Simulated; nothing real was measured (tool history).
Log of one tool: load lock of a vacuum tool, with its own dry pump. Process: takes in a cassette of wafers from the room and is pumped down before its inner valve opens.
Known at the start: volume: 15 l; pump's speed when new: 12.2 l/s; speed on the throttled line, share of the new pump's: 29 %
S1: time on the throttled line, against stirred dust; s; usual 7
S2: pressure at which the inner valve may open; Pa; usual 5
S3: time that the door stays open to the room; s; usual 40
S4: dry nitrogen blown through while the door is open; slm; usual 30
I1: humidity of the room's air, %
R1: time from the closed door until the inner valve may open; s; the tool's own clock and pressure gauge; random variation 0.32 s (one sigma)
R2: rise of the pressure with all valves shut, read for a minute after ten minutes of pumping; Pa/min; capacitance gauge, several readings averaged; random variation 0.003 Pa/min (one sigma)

run 1 hour=0.0 | S1=7 S2=5 S3=40 S4=30 | I1=47.3 | R1=18.1 R2=0.037
run 2 hour=233.2 | S1=7 S2=5 S3=40 S4=26 | I1=48.9 | R1=18.2 R2=0.039
run 3 hour=362.8 | S1=7 S2=5 S3=40 S4=30 | I1=44.7 | R1=18.1 R2=0.039
run 4 hour=584.4 | S1=7 S2=8 S3=40 S4=30 | I1=44.8 | R1=17.8 R2=0.038
run 5 hour=703.6 | S1=7 S2=8 S3=40 S4=30 | I1=45.4 | R1=17.9 R2=0.038
run 6 hour=890.9 | S1=7 S2=8 S3=40 S4=30 | I1=42.3 | R1=17.9 R2=0.042
run 7 hour=1019.7 | S1=7 S2=5 S3=40 S4=30 | I1=44.9 | R1=18.5 R2=0.043
run 8 hour=1164.5 | S1=7 S2=5 S3=40 S4=30 | I1=46.7 | R1=18.9 R2=0.044
run 9 hour=1286.5 | S1=7 S2=5 S3=40 S4=30 | I1=42.7 | R1=18.7 R2=0.043
run 10 hour=1499.0 | S1=7 S2=5 S3=40 S4=30 | I1=45.6 | R1=18.1 R2=0.049
run 11 hour=1708.1 | S1=7 S2=5 S3=40 S4=30 | I1=39.7 | R1=18.7 R2=0.045
run 12 hour=1919.7 | S1=7 S2=5 S3=40 S4=30 | I1=46.2 | R1=18.8 R2=0.054
run 13 hour=2027.6 | S1=7 S2=5 S3=40 S4=30 | I1=45.5 | R1=18.6 R2=0.049
run 14 hour=2261.3 | S1=7 S2=5 S3=40 S4=30 | I1=47.7 | R1=18.8 R2=0.059
run 15 hour=2390.4 | S1=6 S2=5 S3=40 S4=30 | I1=47.3 | R1=18.2 R2=0.058
run 16 hour=2547.4 | S1=6 S2=5 S3=40 S4=30 | I1=45.7 | R1=18.3 R2=0.053
run 17 hour=2783.2 | S1=6 S2=5 S3=40 S4=30 | I1=46.3 | R1=18.3 R2=0.059
run 18 hour=3005.9 | S1=6 S2=5 S3=40 S4=30 | I1=42.8 | R1=18.2 R2=0.060
run 19 hour=3211.8 | S1=7 S2=4 S3=40 S4=6 | I1=47.4 | R1=19.0 R2=0.086
run 20 hour=3432.8 | S1=7 S2=4 S3=40 S4=6 | I1=48.1 | R1=19.7 R2=0.095
run 21 hour=3535.6 | S1=12 S2=9 S3=40 S4=8 | I1=46.8 | R1=21.5 R2=0.088
run 22 hour=3748.1 | S1=12 S2=9 S3=40 S4=8 | I1=44.0 | R1=21.4 R2=0.089
run 23 hour=3900.7 | S1=4 S2=9 S3=56 S4=8 | I1=45.4 | R1=16.0 R2=0.096
run 24 hour=4140.1 | S1=4 S2=5 S3=122 S4=8 | I1=44.9 | R1=17.5 R2=0.121
run 25 hour=4291.8 | S1=8 S2=5 S3=122 S4=8 | I1=45.4 | R1=19.7 R2=0.129
run 26 hour=4426.0 | S1=8 S2=5 S3=122 S4=8 | I1=46.6 | R1=20.1 R2=0.131
run 27 hour=4572.6 | S1=8 S2=5 S3=122 S4=8 | I1=44.8 | R1=19.6 R2=0.132
run 28 hour=4692.7 | S1=8 S2=5 S3=63 S4=15 | I1=41.9 | R1=19.4 R2=0.096
run 29 hour=4841.4 | S1=7 S2=4 S3=40 S4=30 | I1=46.4 | R1=19.3 R2=0.079
run 30 hour=4980.2 | S1=10 S2=5 S3=163 S4=30 | I1=45.8 | R1=21.4 R2=0.105
run 31 hour=5151.7 | S1=7 S2=5 S3=88 S4=10 | I1=48.1 | R1=19.2 R2=0.124
run 32 hour=5335.2 | S1=5 S2=4 S3=177 S4=10 | I1=48.4 | R1=18.9 R2=0.152
run 33 hour=5490.3 | S1=7 S2=5 S3=125 S4=30 | I1=45.9 | R1=19.2 R2=0.112
run 34 hour=5648.3 | S1=5 S2=7 S3=216 S4=30 | I1=46.1 | R1=17.3 R2=0.125
run 35 hour=5893.3 | S1=5 S2=5 S3=40 S4=19 | I1=45.6 | R1=18.5 R2=0.104
run 36 hour=6065.7 | S1=7 S2=5 S3=136 S4=4 | I1=40.3 | R1=18.9 R2=0.163

Some steps in R1 between neighbouring runs. How much of each would the tool show without its hidden state too (settings, what came in, random variation), and how much is left for the hidden state, with any gauge scatter that isn't in both results?
The hidden state here: pump's speed, % of a new pump's; leak at the door's seal, Pa l/s; drift of the gauge itself on ready_s, %; drift of the gauge itself on rise_pa_min, %.
Run 6 -> 7: S2 8 -> 5. R1 +0.6 s: hidden state +0.2, all else +0.4.
Run 20 -> 21: S1 7 -> 12, S2 4 -> 9, S4 6 -> 8. R1 +1.8 s: hidden state -0.4, all else +2.2.
Run 22 -> 23: S1 12 -> 4, S3 40 -> 56. R1 -5.4 s: hidden state +0.4, all else -5.8.
Run 24 -> 25: S1 4 -> 8. R1 +2.2 s: hidden state -0.1, all else +2.3.
Run 30 -> 31: S1 10 -> 7, S3 163 -> 88, S4 30 -> 10. R1 -2.2 s: hidden state +0.2, all else -2.4.

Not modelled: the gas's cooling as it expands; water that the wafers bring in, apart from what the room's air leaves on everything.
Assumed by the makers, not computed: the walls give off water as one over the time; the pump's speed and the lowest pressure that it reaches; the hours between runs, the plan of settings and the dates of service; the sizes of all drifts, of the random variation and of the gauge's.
